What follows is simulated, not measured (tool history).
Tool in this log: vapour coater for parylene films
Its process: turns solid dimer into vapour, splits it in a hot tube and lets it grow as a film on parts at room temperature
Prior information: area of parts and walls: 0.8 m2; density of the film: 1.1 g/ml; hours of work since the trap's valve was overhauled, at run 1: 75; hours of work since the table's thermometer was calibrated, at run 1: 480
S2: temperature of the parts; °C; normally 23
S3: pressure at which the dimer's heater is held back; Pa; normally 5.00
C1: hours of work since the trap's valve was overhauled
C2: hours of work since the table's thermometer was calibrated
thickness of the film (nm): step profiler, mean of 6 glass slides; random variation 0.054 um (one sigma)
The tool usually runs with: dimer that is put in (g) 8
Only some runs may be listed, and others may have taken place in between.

{"run": 1, "hour": 0.0, "dimer that is put in (g)": 8, "S2": 23, "S3": 5.0, "C1": 75, "C2": 480, "thickness of the film (nm)": 6930}
{"run": 2, "hour": 62.4, "dimer that is put in (g)": 8, "S2": 23, "S3": 5.0, "C1": 122, "C2": 526, "thickness of the film (nm)": 6930}
{"run": 3, "hour": 94.7, "dimer that is put in (g)": 8, "S2": 23, "S3": 5.0, "C1": 146, "C2": 550, "thickness of the film (nm)": 6810}
{"run": 4, "hour": 141.6, "dimer that is put in (g)": 8, "S2": 23, "S3": 5.0, "C1": 180, "C2": 585, "thickness of the film (nm)": 6890}
{"run": 5, "hour": 194.0, "dimer that is put in (g)": 13, "S2": 23, "S3": 5.0, "C1": 219, "C2": 624, "thickness of the film (nm)": 11160}
{"run": 6, "hour": 251.7, "dimer that is put in (g)": 13, "S2": 23, "S3": 5.56, "C1": 262, "C2": 667, "thickness of the film (nm)": 10820}
{"run": 7, "hour": 289.3, "dimer that is put in (g)": 13, "S2": 23, "S3": 5.56, "C1": 290, "C2": 695, "thickness of the film (nm)": 10730}
{"run": 8, "hour": 320.2, "dimer that is put in (g)": 13, "S2": 23, "S3": 5.56, "C1": 313, "C2": 718, "thickness of the film (nm)": 10830}
{"run": 9, "hour": 365.5, "dimer that is put in (g)": 13, "S2": 23, "S3": 5.56, "C1": 347, "C2": 752, "thickness of the film (nm)": 10540}
{"run": 10, "hour": 423.3, "dimer that is put in (g)": 13, "S2": 23, "S3": 5.56, "C1": 390, "C2": 795, "thickness of the film (nm)": 10660}
{"run": 11, "hour": 490.3, "dimer that is put in (g)": 13, "S2": 23, "S3": 5.56, "C1": 440, "C2": 844, "thickness of the film (nm)": 10540}
{"run": 12, "hour": 530.6, "dimer that is put in (g)": 13, "S2": 23, "S3": 5.56, "C1": 470, "C2": 874, "thickness of the film (nm)": 10350}
{"run": 13, "hour": 568.8, "dimer that is put in (g)": 13, "S2": 23, "S3": 5.0, "C1": 498, "C2": 903, "thickness of the film (nm)": 10510}
{"hour": 618.2, "done": "trap's valve overhauled"}
{"run": 14, "hour": 626.7, "dimer that is put in (g)": 13, "S2": 23, "S3": 5.0, "C1": 6, "C2": 943, "thickness of the film (nm)": 11290}
{"run": 15, "hour": 688.3, "dimer that is put in (g)": 13, "S2": 23, "S3": 5.0, "C1": 52, "C2": 988, "thickness of the film (nm)": 11130}
{"run": 16, "hour": 721.6, "dimer that is put in (g)": 13, "S2": 23, "S3": 5.0, "C1": 77, "C2": 1013, "thickness of the film (nm)": 11040}
{"run": 17, "hour": 787.7, "dimer that is put in (g)": 13, "S2": 23, "S3": 5.0, "C1": 126, "C2": 1062, "thickness of the film (nm)": 11070}
{"run": 18, "hour": 819.3, "dimer that is put in (g)": 13, "S2": 23, "S3": 5.0, "C1": 149, "C2": 1086, "thickness of the film (nm)": 10930}
{"run": 19, "hour": 876.3, "dimer that is put in (g)": 13, "S2": 23, "S3": 5.0, "C1": 192, "C2": 1128, "thickness of the film (nm)": 10890}
{"hour": 921.0, "done": "table's thermometer calibrated"}
{"run": 20, "hour": 921.0, "dimer that is put in (g)": 8, "S2": 23, "S3": 3.42, "C1": 224, "C2": 0, "thickness of the film (nm)": 6960}
{"run": 21, "hour": 959.8, "dimer that is put in (g)": 8, "S2": 32, "S3": 3.42, "C1": 253, "C2": 29, "thickness of the film (nm)": 5380}
{"run": 22, "hour": 998.0, "dimer that is put in (g)": 8, "S2": 32, "S3": 3.42, "C1": 282, "C2": 57, "thickness of the film (nm)": 5390}
{"run": 23, "hour": 1055.1, "dimer that is put in (g)": 8, "S2": 32, "S3": 3.42, "C1": 324, "C2": 100, "thickness of the film (nm)": 5420}
{"hour": 1091.3, "done": "table's thermometer calibrated, once more"}
{"run": 24, "hour": 1111.6, "dimer that is put in (g)": 8, "S2": 23, "S3": 5.0, "C1": 365, "C2": 15, "thickness of the film (nm)": 6930}
{"run": 25, "hour": 1154.9, "dimer that is put in (g)": 12, "S2": 28, "S3": 5.0, "C1": 397, "C2": 47, "thickness of the film (nm)": 9120}
{"run": 26, "hour": 1200.4, "dimer that is put in (g)": 12, "S2": 28, "S3": 5.0, "C1": 431, "C2": 81, "thickness of the film (nm)": 8870}
{"run": 27, "hour": 1256.7, "dimer that is put in (g)": 12, "S2": 28, "S3": 5.0, "C1": 473, "C2": 123, "thickness of the film (nm)": 8910}
{"run": 28, "hour": 1299.4, "dimer that is put in (g)": 14, "S2": 23, "S3": 5.01, "C1": 505, "C2": 155, "thickness of the film (nm)": 11850}
{"hour": 1339.7, "done": "trap's valve overhauled"}
{"run": 29, "hour": 1365.9, "dimer that is put in (g)": 8, "S2": 28, "S3": 5.68, "C1": 19, "C2": 201, "thickness of the film (nm)": 6200}
{"run": 30, "hour": 1396.3, "dimer that is put in (g)": 13, "S2": 23, "S3": 3.49, "C1": 42, "C2": 224, "thickness of the film (nm)": 12430}
{"run": 31, "hour": 1450.9, "dimer that is put in (g)": 8, "S2": 23, "S3": 9.5, "C1": 83, "C2": 264, "thickness of the film (nm)": 6310}
{"run": 32, "hour": 1490.5, "dimer that is put in (g)": 8, "S2": 27, "S3": 5.0, "C1": 112, "C2": 294, "thickness of the film (nm)": 6320}
{"run": 33, "hour": 1552.7, "dimer that is put in (g)": 3, "S2": 15, "S3": 3.58, "C1": 158, "C2": 340, "thickness of the film (nm)": 3290}
{"run": 34, "hour": 1581.3, "dimer that is put in (g)": 3, "S2": 15, "S3": 3.58, "C1": 180, "C2": 361, "thickness of the film (nm)": 3290}
{"run": 35, "hour": 1622.6, "dimer that is put in (g)": 8, "S2": 20, "S3": 3.29, "C1": 210, "C2": 392, "thickness of the film (nm)": 8160}
{"run": 36, "hour": 1682.4, "dimer that is put in (g)": 8, "S2": 34, "S3": 10.8, "C1": 255, "C2": 436, "thickness of the film (nm)": 4450}
{"run": 37, "hour": 1735.3, "dimer that is put in (g)": 4, "S2": 23, "S3": 7.57, "C1": 294, "C2": 476, "thickness of the film (nm)": 3180}
{"run": 38, "hour": 1771.1, "dimer that is put in (g)": 8, "S2": 24, "S3": 5.0, "C1": 321, "C2": 502, "thickness of the film (nm)": 6730}
{"run": 39, "hour": 1809.8, "dimer that is put in (g)": 13, "S2": 22, "S3": 9.47, "C1": 349, "C2": 531, "thickness of the film (nm)": 10200}
{"run": 40, "hour": 1867.9, "dimer that is put in (g)": 13, "S2": 22, "S3": 9.47, "C1": 393, "C2": 574, "thickness of the film (nm)": 10090}
{"run": 41, "hour": 1930.6, "dimer that is put in (g)": 8, "S2": 28, "S3": 4.34, "C1": 439, "C2": 621, "thickness of the film (nm)": 6150}
{"run": 42, "hour": 1985.4, "dimer that is put in (g)": 8, "S2": 30, "S3": 4.35, "C1": 480, "C2": 661, "thickness of the film (nm)": 5720}
{"run": 43, "hour": 2030.2, "dimer that is put in (g)": 5, "S2": 27, "S3": 2.1, "C1": 513, "C2": 695, "thickness of the film (nm)": 4400}
{"hour": 2060.5, "done": "trap's valve overhauled"}
{"run": 44, "hour": 2091.4, "dimer that is put in (g)": 5, "S2": 27, "S3": 2.1, "C1": 23, "C2": 737, "thickness of the film (nm)": 4600}
{"run": 45, "hour": 2151.0, "dimer that is put in (g)": 10, "S2": 30, "S3": 5.34, "C1": 67, "C2": 782, "thickness of the film (nm)": 7150}
{"run": 46, "hour": 2196.8, "dimer that is put in (g)": 11, "S2": 21, "S3": 10.34, "C1": 101, "C2": 816, "thickness of the film (nm)": 8840}
{"run": 47, "hour": 2256.1, "dimer that is put in (g)": 8, "S2": 23, "S3": 5.8, "C1": 145, "C2": 860, "thickness of the film (nm)": 6850}
{"run": 48, "hour": 2317.5, "dimer that is put in (g)": 8, "S2": 31, "S3": 3.66, "C1": 191, "C2": 905, "thickness of the film (nm)": 5910}

Below are 3 alternative next runs, each starting from the tool's condition after run 48. Predict each:
{"run": "A", "hour": 2379.6, "dimer that is put in (g)": 8, "S2": 19, "S3": 6.4, "C1": 237, "C2": 951, "thickness of the film (nm)": "?"}
{"run": "B", "hour": 2379.6, "dimer that is put in (g)": 8, "S2": 19, "S3": 5.0, "C1": 237, "C2": 951, "thickness of the film (nm)": "?"}
{"run": "C", "hour": 2379.6, "dimer that is put in (g)": 8, "S2": 26, "S3": 3.66, "C1": 237, "C2": 951, "thickness of the film (nm)": "?"}

run=A thickness_of_the_film_(nm)=7260
run=B thickness_of_the_film_(nm)=7590
run=C thickness_of_the_film_(nm)=6740
Without the tool's hidden state the same runs would have given:
run=A thickness_of_the_film_(nm)=7670
run=B thickness_of_the_film_(nm)=8020
run=C thickness_of_the_film_(nm)=7120
